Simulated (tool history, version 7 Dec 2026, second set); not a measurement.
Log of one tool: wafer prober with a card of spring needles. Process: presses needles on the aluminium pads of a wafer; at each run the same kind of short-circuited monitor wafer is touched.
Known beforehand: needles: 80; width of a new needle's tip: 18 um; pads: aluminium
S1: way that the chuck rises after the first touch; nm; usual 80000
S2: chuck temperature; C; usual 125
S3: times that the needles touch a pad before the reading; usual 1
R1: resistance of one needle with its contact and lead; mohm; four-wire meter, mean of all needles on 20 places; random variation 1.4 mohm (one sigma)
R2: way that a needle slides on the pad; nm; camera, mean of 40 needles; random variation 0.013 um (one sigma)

run	hour	S1	S2	S3	R1	R2
1	0	80000	125	1	128	18800
2	11.3	80000	125	1	126	18810
# hour 13.8: tips cleaned on abrasive film
3	22.9	80000	125	1	125	18830
4	32.6	85000	125	1	127	19990
# hour 36.3: tips cleaned on abrasive film
5	42.3	85000	125	1	126	20000
6	54.7	61000	125	1	130	14340
# hour 58.8: tips cleaned on abrasive film
7	62.3	61000	125	1	129	14360
8	70.8	61000	125	1	130	14340
# hour 81.2: tips cleaned on abrasive film
9	82.2	80000	125	1	127	18820
10	90.8	80000	125	1	127	18800
11	99.8	80000	34	1	114	18810
# hour 103.7: tips cleaned on abrasive film
12	112.7	80000	46	1	115	18800
13	124.9	83000	80	2	121	19520
# hour 126.2: tips cleaned on abrasive film
14	131.1	68000	49	1	119	15990
15	141.2	68000	49	1	117	15970
# hour 148.4: tips cleaned on abrasive film
16	149.2	60000	39	2	120	14110
17	159.5	60000	39	2	117	14130
18	165.3	68000	58	1	117	15980
# hour 170.9: tips cleaned on abrasive film
19	172.4	68000	58	1	118	15990
20	184.2	80000	79	3	119	18820
# hour 194: tips cleaned on abrasive film
21	194	65000	125	1	132	15280
22	205.5	80000	105	1	123	18800
# hour 216.4: tips cleaned on abrasive film
23	216.4	78000	40	1	116	18360
24	222.5	61000	40	1	118	14340

Consider 3 possible next runs. They are alternatives, not a sequence: every one starts from the tool as it was left by run 24. What does each give?
A	231.6	78000	124	2	?	?
B	231.6	80000	107	2	?	?
C	231.6	64000	40	2	?	?

run	R1	R2
A	125	18340
B	123	18810
C	119	15050
Without the tool's hidden state the same runs would have given:
run	R1	R2
A	125	18340
B	123	18810
C	118	15050
